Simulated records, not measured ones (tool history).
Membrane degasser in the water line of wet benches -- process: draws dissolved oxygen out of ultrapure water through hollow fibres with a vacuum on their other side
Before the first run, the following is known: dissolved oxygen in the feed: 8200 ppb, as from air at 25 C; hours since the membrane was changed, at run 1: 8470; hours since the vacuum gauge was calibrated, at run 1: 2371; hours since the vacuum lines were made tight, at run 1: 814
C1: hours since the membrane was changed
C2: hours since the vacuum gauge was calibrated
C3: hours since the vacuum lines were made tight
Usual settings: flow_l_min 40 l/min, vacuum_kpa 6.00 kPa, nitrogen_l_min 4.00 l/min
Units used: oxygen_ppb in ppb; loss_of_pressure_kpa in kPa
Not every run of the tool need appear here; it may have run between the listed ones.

Run 1, hour 0.0: usual settings; C1 8470; C2 2371; C3 814. Result: oxygen_ppb 79.3 ppb, loss_of_pressure_kpa 27.22 kPa.
Run 2, hour 234.2: usual settings; C1 8704; C2 2606; C3 1048. Result: oxygen_ppb 79.4 ppb, loss_of_pressure_kpa 27.21 kPa.
Run 3, hour 437.0: usual settings; C1 8907; C2 2808; C3 1251. Result: oxygen_ppb 78.1 ppb, loss_of_pressure_kpa 27.27 kPa.
Run 4, hour 542.7: usual settings but vacuum_kpa 6.38 kPa; C1 9012; C2 2914; C3 1356. Result: oxygen_ppb 88.7 ppb, loss_of_pressure_kpa 27.55 kPa.
Run 5, hour 785.5: usual settings but vacuum_kpa 6.38 kPa; C1 9255; C2 3157; C3 1599. Result: oxygen_ppb 86.3 ppb, loss_of_pressure_kpa 27.43 kPa.
Run 6, hour 1020.0: usual settings but vacuum_kpa 6.38 kPa; C1 9490; C2 3391; C3 1834. Result: oxygen_ppb 88.4 ppb, loss_of_pressure_kpa 27.44 kPa.
Run 7, hour 1133.3: usual settings but flow_l_min 32 l/min; C1 9603; C2 3505; C3 1947. Result: oxygen_ppb 58.3 ppb, loss_of_pressure_kpa 22.10 kPa.
Run 8, hour 1305.4: usual settings but flow_l_min 34 l/min, vacuum_kpa 7.77 kPa; C1 9775; C2 3677; C3 2119. Result: oxygen_ppb 100.0 ppb, loss_of_pressure_kpa 23.19 kPa.
Run 9, hour 1551.6: usual settings but flow_l_min 34 l/min, vacuum_kpa 7.77 kPa; C1 10021; C2 3923; C3 2365. Result: oxygen_ppb 99.8 ppb, loss_of_pressure_kpa 23.14 kPa.
Run 10, hour 1660.7: usual settings but flow_l_min 43 l/min, vacuum_kpa 9.09 kPa, nitrogen_l_min 9.77 l/min; C1 10130; C2 4032; C3 2474. Result: oxygen_ppb 80.1 ppb, loss_of_pressure_kpa 29.69 kPa.
Run 11, hour 1801.2: usual settings but flow_l_min 32 l/min, vacuum_kpa 7.12 kPa; C1 10271; C2 4173; C3 2615. Result: oxygen_ppb 81.5 ppb, loss_of_pressure_kpa 21.84 kPa.
Run 12, hour 2016.8: usual settings but flow_l_min 32 l/min, vacuum_kpa 7.12 kPa; C1 10486; C2 4388; C3 2830. Result: oxygen_ppb 80.2 ppb, loss_of_pressure_kpa 22.07 kPa.
Run 13, hour 2197.3: usual settings but flow_l_min 36 l/min, vacuum_kpa 4.07 kPa, nitrogen_l_min 10.30 l/min; C1 10667; C2 4569; C3 3011. Result: oxygen_ppb 15.8 ppb, loss_of_pressure_kpa 24.85 kPa.
Run 14, hour 2427.0: usual settings but flow_l_min 36 l/min, vacuum_kpa 4.07 kPa, nitrogen_l_min 10.30 l/min; C1 10897; C2 4798; C3 3241. Result: oxygen_ppb 15.8 ppb, loss_of_pressure_kpa 25.04 kPa.

Consider 3 possible next runs. They are alternatives, not a sequence: every one starts from the tool as it was left by run 14. What does each give?
Run A, hour 2598.8: usual settings but flow_l_min 58 l/min, vacuum_kpa 5.35 kPa, nitrogen_l_min 2.32 l/min; C1 11068; C2 4970; C3 3412. Result: oxygen_ppb ?, loss_of_pressure_kpa ?.
Run B, hour 2598.8: usual settings but flow_l_min 34 l/min, vacuum_kpa 12.43 kPa, nitrogen_l_min 2.50 l/min; C1 11068; C2 4970; C3 3412. Result: oxygen_ppb ?, loss_of_pressure_kpa ?.
Run C, hour 2598.8: usual settings but flow_l_min 45 l/min, vacuum_kpa 4.91 kPa, nitrogen_l_min 5.88 l/min; C1 11068; C2 4970; C3 3412. Result: oxygen_ppb ?, loss_of_pressure_kpa ?.

run  oxygen_ppb  loss_of_pressure_kpa
  A       178.8                 40.28
  B       293.7                 23.39
  C        53.8                 31.07
Had the tool no hidden state, the same runs would have come out as:
run  oxygen_ppb  loss_of_pressure_kpa
  A       161.0                 38.88
  B       286.7                 22.57
  C        46.9                 29.98

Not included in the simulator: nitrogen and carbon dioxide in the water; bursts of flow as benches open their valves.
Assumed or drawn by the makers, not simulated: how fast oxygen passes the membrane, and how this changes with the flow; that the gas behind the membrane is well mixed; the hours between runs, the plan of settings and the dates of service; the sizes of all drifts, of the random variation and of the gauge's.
